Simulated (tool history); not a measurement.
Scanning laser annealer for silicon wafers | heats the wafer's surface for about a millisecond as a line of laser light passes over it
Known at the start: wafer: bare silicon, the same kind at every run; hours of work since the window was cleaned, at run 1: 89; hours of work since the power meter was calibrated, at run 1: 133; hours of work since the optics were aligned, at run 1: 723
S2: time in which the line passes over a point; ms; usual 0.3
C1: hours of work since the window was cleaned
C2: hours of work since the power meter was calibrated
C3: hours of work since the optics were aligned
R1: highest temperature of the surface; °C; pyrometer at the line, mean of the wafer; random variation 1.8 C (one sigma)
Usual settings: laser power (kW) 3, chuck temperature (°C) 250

Run 1, hour 0: usual settings; C1 89; C2 133; C3 723. Result: R1 976 °C.
Run 2, hour 21.1: usual settings but S2 0.327 ms; C1 97; C2 141; C3 732. Result: R1 1007 °C.
Run 3, hour 49.2: usual settings but S2 0.327 ms; C1 109; C2 153; C3 743. Result: R1 1006 °C.
Run 4, hour 76.7: usual settings but S2 0.327 ms; C1 120; C2 164; C3 755. Result: R1 1005 °C.
Run 5, hour 101: usual settings but S2 0.327 ms; C1 130; C2 174; C3 764. Result: R1 1002 °C.
Run 6, hour 139.3: usual settings but S2 0.327 ms; C1 146; C2 190; C3 780. Result: R1 1004 °C.
Run 7, hour 163.4: usual settings; C1 156; C2 200; C3 790. Result: R1 976 °C.
Run 8, hour 193: usual settings; C1 168; C2 212; C3 802. Result: R1 970 °C.
Run 9, hour 221.3: usual settings but S2 0.221 ms; C1 180; C2 224; C3 814. Result: R1 877 °C.
Run 10, hour 248.4: usual settings but laser power (kW) 3.014; C1 191; C2 235; C3 825. Result: R1 974 °C.
At hour 253.5: window over the wafer cleaned.
Run 11, hour 279.5: usual settings but laser power (kW) 2.983, S2 0.379 ms, chuck temperature (°C) 216; C1 11; C2 247; C3 837. Result: R1 1007 °C.
Run 12, hour 314.5: usual settings but laser power (kW) 2.895; C1 25; C2 261; C3 852. Result: R1 943 °C.
Run 13, hour 343.9: usual settings but laser power (kW) 2.895; C1 37; C2 273; C3 864. Result: R1 941 °C.
Run 14, hour 370.5: usual settings but laser power (kW) 2.795, chuck temperature (°C) 239; C1 48; C2 284; C3 875. Result: R1 903 °C.
Run 15, hour 406.1: usual settings but laser power (kW) 2.795, chuck temperature (°C) 239; C1 63; C2 299; C3 889. Result: R1 901 °C.
At hour 426.1: window over the wafer cleaned, once more.
Run 16, hour 443.5: usual settings but laser power (kW) 2.795, chuck temperature (°C) 239; C1 7; C2 314; C3 904. Result: R1 919 °C.

The next listed run, before its measurement:
Run 17, hour 461.9: usual settings but laser power (kW) 2.756, chuck temperature (°C) 281; C1 15; C2 321; C3 911. Result: R1 ?.

{"run 17": {"R1": 947}}
Without the tool's hidden state the same run would have given R1 965 °C.
